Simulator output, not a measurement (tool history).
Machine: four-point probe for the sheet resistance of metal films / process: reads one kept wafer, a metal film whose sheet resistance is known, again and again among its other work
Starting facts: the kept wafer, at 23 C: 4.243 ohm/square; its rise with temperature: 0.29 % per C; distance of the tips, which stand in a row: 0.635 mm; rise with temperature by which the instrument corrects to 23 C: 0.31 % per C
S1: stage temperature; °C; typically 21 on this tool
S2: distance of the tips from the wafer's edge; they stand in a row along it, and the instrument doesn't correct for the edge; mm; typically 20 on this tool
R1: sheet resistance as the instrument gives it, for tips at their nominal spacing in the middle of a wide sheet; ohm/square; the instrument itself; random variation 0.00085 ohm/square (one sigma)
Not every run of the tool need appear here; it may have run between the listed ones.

{"run": 1, "hour": 0.0, "S1": 21, "S2": 20, "R1": 4.277148}
{"run": 2, "hour": 57.1, "S1": 21, "S2": 20, "R1": 4.276507}
{"run": 3, "hour": 143.9, "S1": 21, "S2": 20, "R1": 4.277368}
{"run": 4, "hour": 191.9, "S1": 21, "S2": 20, "R1": 4.278876}
{"run": 5, "hour": 253.9, "S1": 21, "S2": 20, "R1": 4.277543}
{"run": 6, "hour": 323.8, "S1": 21, "S2": 20, "R1": 4.280304}
{"run": 7, "hour": 370.4, "S1": 21, "S2": 20, "R1": 4.276866}
{"run": 8, "hour": 417.0, "S1": 21, "S2": 20, "R1": 4.280092}
{"run": 9, "hour": 503.4, "S1": 21, "S2": 20, "R1": 4.279567}
{"run": 10, "hour": 550.5, "S1": 21, "S2": 20, "R1": 4.280279}
{"run": 11, "hour": 654.9, "S1": 21, "S2": 20, "R1": 4.286405}
{"run": 12, "hour": 732.6, "S1": 32, "S2": 35, "R1": 4.276155}
{"run": 13, "hour": 785.1, "S1": 32, "S2": 35, "R1": 4.27787}
{"run": 14, "hour": 835.7, "S1": 21, "S2": 7, "R1": 4.305595}
{"run": 15, "hour": 940.1, "S1": 21, "S2": 7, "R1": 4.307751}
{"run": 16, "hour": 994.7, "S1": 21, "S2": 7, "R1": 4.30798}
{"run": 17, "hour": 1057.7, "S1": 20, "S2": 9, "R1": 4.301527}
{"run": 18, "hour": 1139.3, "S1": 29, "S2": 4, "R1": 4.339726}
{"run": 19, "hour": 1229.9, "S1": 29, "S2": 4, "R1": 4.339933}
{"run": 20, "hour": 1286.5, "S1": 28, "S2": 3, "R1": 4.383627}
{"run": 21, "hour": 1361.1, "S1": 23, "S2": 6, "R1": 4.316321}
{"run": 22, "hour": 1458.1, "S1": 23, "S2": 6, "R1": 4.296936}

Not shown: 3 entries that the log had between the listed runs. Between which runs, and how does the tool's hidden state differ before and after?
Logged between run 6 and run 7: stage's thermometer calibrated (hour 331.6)
  inner tips' distance over the nominal, %: 0.791 -> 0.803; tips' flats over new ones', %: 56 -> 57; wafer's true temperature over the reading, C: -0.37 -> -0.48
  measured value less the no-hidden-state value, R1: +0.031876 -> +0.031033 ohm/square
Logged between run 10 and run 11: stage's thermometer calibrated, once more (hour 592.2)
  inner tips' distance over the nominal, %: 0.848 -> 0.876; tips' flats over new ones', %: 59 -> 61; wafer's true temperature over the reading, C: -0.5 -> 0.01
  measured value less the no-hidden-state value, R1: +0.032849 -> +0.040352 ohm/square
Logged between run 21 and run 22: new probe head fitted (hour 1433.1)
  inner tips' distance over the nominal, %: 1.047 -> 0.634; tips' flats over new ones', %: 70 -> 0; wafer's true temperature over the reading, C: -0.09 -> -0.1
  measured value less the no-hidden-state value, R1: +0.047278 -> +0.028060 ohm/square
